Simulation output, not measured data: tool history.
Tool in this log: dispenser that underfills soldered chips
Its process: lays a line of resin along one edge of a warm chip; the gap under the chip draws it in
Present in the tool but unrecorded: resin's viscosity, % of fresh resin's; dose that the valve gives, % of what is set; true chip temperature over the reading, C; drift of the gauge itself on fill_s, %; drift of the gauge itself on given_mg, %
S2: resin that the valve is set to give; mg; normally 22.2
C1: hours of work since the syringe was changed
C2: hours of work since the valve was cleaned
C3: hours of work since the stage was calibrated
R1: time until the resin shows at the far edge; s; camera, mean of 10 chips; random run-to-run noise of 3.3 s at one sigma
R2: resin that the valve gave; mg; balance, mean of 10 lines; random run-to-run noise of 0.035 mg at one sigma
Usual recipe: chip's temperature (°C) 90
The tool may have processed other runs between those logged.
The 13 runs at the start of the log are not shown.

run 14 hour=76.9 | chip's_temperature_(°C)=90 S2=26.8 | C1=10 C2=3 C3=232 | R1=500.3 R2=26.76
-- hour=79.5 new syringe of resin
run 15 hour=84.8 | chip's_temperature_(°C)=90 S2=26.9 | C1=3 C2=8 C3=236 | R1=389.7 R2=26.76
run 16 hour=89 | chip's_temperature_(°C)=86 S2=22.2 | C1=6 C2=10 C3=239 | R1=519 R2=22.06
run 17 hour=94.2 | chip's_temperature_(°C)=86 S2=22.2 | C1=9 C2=13 C3=242 | R1=575 R2=22.01
run 18 hour=98.3 | chip's_temperature_(°C)=86 S2=22.2 | C1=12 C2=16 C3=245 | R1=629.2 R2=21.93
-- hour=99.2 new syringe of resin
run 19 hour=105.2 | chip's_temperature_(°C)=75 S2=23.3 | C1=4 C2=20 C3=249 | R1=848.5 R2=22.95
run 20 hour=110.1 | chip's_temperature_(°C)=105 S2=25.1 | C1=7 C2=23 C3=252 | R1=211.9 R2=24.74
run 21 hour=117.7 | chip's_temperature_(°C)=105 S2=25.1 | C1=11 C2=28 C3=257 | R1=251.3 R2=24.71
-- hour=118.5 new syringe of resin
run 22 hour=125.3 | chip's_temperature_(°C)=99 S2=23.8 | C1=4 C2=32 C3=261 | R1=259.4 R2=23.44
run 23 hour=130.3 | chip's_temperature_(°C)=105 S2=22.8 | C1=7 C2=36 C3=264 | R1=218.3 R2=22.37
run 24 hour=134.4 | chip's_temperature_(°C)=105 S2=22.8 | C1=10 C2=38 C3=267 | R1=240.4 R2=22.26
-- hour=137.8 new syringe of resin
run 25 hour=142.2 | chip's_temperature_(°C)=86 S2=25.9 | C1=3 C2=43 C3=271 | R1=471.3 R2=25.32
-- hour=148.8 dispensing valve cleaned and set on the balance
run 26 hour=148.9 | chip's_temperature_(°C)=104 S2=21.2 | C1=6 C2=0 C3=275 | R1=231.8 R2=21.1
run 27 hour=155.3 | chip's_temperature_(°C)=104 S2=21.2 | C1=10 C2=4 C3=279 | R1=264.5 R2=21.13
-- hour=158.4 new syringe of resin
run 28 hour=159.2 | chip's_temperature_(°C)=104 S2=26.1 | C1=0 C2=6 C3=281 | R1=185.1 R2=25.94
run 29 hour=165.7 | chip's_temperature_(°C)=98 S2=28.6 | C1=5 C2=10 C3=285 | R1=280.5 R2=28.37
run 30 hour=169.3 | chip's_temperature_(°C)=98 S2=28.6 | C1=7 C2=13 C3=288 | R1=299 R2=28.31
run 31 hour=177.1 | chip's_temperature_(°C)=92 S2=23.8 | C1=12 C2=17 C3=292 | R1=476 R2=23.53
-- hour=178.1 new syringe of resin
run 32 hour=182.4 | chip's_temperature_(°C)=79 S2=22 | C1=3 C2=20 C3=295 | R1=687.7 R2=21.67
run 33 hour=188.5 | chip's_temperature_(°C)=76 S2=24.3 | C1=7 C2=24 C3=299 | R1=899 R2=23.84
run 34 hour=193.9 | chip's_temperature_(°C)=90 S2=26.6 | C1=10 C2=28 C3=303 | R1=491.9 R2=26.11
-- hour=197.4 new syringe of resin
run 35 hour=201.8 | chip's_temperature_(°C)=90 S2=26.6 | C1=3 C2=32 C3=307 | R1=389.2 R2=25.96
run 36 hour=207.8 | chip's_temperature_(°C)=98 S2=23.6 | C1=6 C2=36 C3=311 | R1=308.9 R2=23.01

4 options for the next run, each taken on its own from the tool as it stands now. Forecast them:
run A hour=214 | chip's_temperature_(°C)=97 S2=23.6 | C1=10 C2=40 C3=315 | R1=? R2=?
run B hour=214 | chip's_temperature_(°C)=81 S2=22.7 | C1=10 C2=40 C3=315 | R1=? R2=?
run C hour=214 | chip's_temperature_(°C)=90 S2=28.3 | C1=10 C2=40 C3=315 | R1=? R2=?
run D hour=214 | chip's_temperature_(°C)=105 S2=22.2 | C1=10 C2=40 C3=315 | R1=? R2=?

run=A R1=367 R2=23.01
run=B R1=828.1 R2=22.16
run=C R1=503.1 R2=27.6
run=D R1=254.2 R2=21.6
With the hidden condition removed and each run's random variation left untouched, the same runs would have given:
run=A R1=233.1 R2=23.61
run=B R1=521.7 R2=22.74
run=C R1=318.7 R2=28.32
run=D R1=161.8 R2=22.16
